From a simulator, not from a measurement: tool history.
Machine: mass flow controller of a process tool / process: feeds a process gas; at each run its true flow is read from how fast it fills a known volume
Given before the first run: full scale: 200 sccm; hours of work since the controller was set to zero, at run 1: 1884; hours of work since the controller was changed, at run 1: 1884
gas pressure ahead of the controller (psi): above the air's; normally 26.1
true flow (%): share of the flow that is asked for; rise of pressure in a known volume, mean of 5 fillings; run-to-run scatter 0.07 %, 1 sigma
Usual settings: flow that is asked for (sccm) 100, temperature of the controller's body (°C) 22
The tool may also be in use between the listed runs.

| run | hour | flow that is asked for (sccm) | gas pressure ahead of the controller (psi) | temperature of the controller's body (°C) | hours of work since the controller was set to zero | hours of work since the controller was changed | true flow (%) |
|---|---|---|---|---|---|---|---|
| 1 | 0 | 100 | 26.1 | 22 | 1884 | 1884 | 99.32 |
| 2 | 128.2 | 100 | 26.1 | 22 | 1926 | 1926 | 99.24 |
| 3 | 396 | 100 | 26.1 | 22 | 2012 | 2012 | 98.95 |
| 4 | 661.4 | 100 | 26.1 | 22 | 2098 | 2098 | 98.86 |
| 5 | 810.8 | 100 | 37.9 | 22 | 2146 | 2146 | 98.23 |
| 6 | 1032.3 | 100 | 37.9 | 22 | 2217 | 2217 | 98.05 |
| 7 | 1221 | 100 | 24.2 | 22 | 2278 | 2278 | 98.71 |
| 8 | 1401.1 | 97 | 26.1 | 22 | 2336 | 2336 | 98.45 |
| 9 | 1584 | 97 | 21 | 22 | 2395 | 2395 | 98.59 |
| 10 | 1709.3 | 97 | 21 | 22 | 2436 | 2436 | 98.52 |
| 11 | 1862.9 | 97 | 21 | 22 | 2485 | 2485 | 98.53 |
| 12 | 2085.5 | 97 | 21 | 22 | 2557 | 2557 | 98.26 |
| 13 | 2364.3 | 100 | 26.1 | 21 | 2647 | 2647 | 97.97 |
| 14 | 2506.9 | 56 | 38 | 22 | 2693 | 2693 | 96.7 |
| 15 | 2786.5 | 122 | 37.6 | 22 | 2783 | 2783 | 97.3 |
| 16 | 2996.6 | 24 | 37.6 | 31 | 2851 | 2851 | 95.23 |
| 17 | 3191.8 | 100 | 37.6 | 21 | 2914 | 2914 | 96.86 |
| 18 | 3483.6 | 100 | 37.6 | 21 | 3008 | 3008 | 96.76 |

Forecast each of these 5 alternatives for the next run:
| A | 3682.2 | 60 | 37.6 | 28 | 3072 | 3072 | ? |
| B | 3682.2 | 25 | 31.6 | 21 | 3072 | 3072 | ? |
| C | 3682.2 | 23 | 23.8 | 35 | 3072 | 3072 | ? |
| D | 3682.2 | 100 | 26.1 | 20 | 3072 | 3072 | ? |
| E | 3682.2 | 153 | 30.3 | 24 | 3072 | 3072 | ? |

| run | true flow (%) |
|---|---|
| A | 95.46 |
| B | 96.03 |
| C | 95.29 |
| D | 97.3 |
| E | 97.28 |
With the hidden condition removed and each run's random variation left untouched, the same runs would have given:
| run | true flow (%) |
|---|---|
| A | 97.61 |
| B | 98.22 |
| C | 97.47 |
| D | 99.48 |
| E | 99.45 |
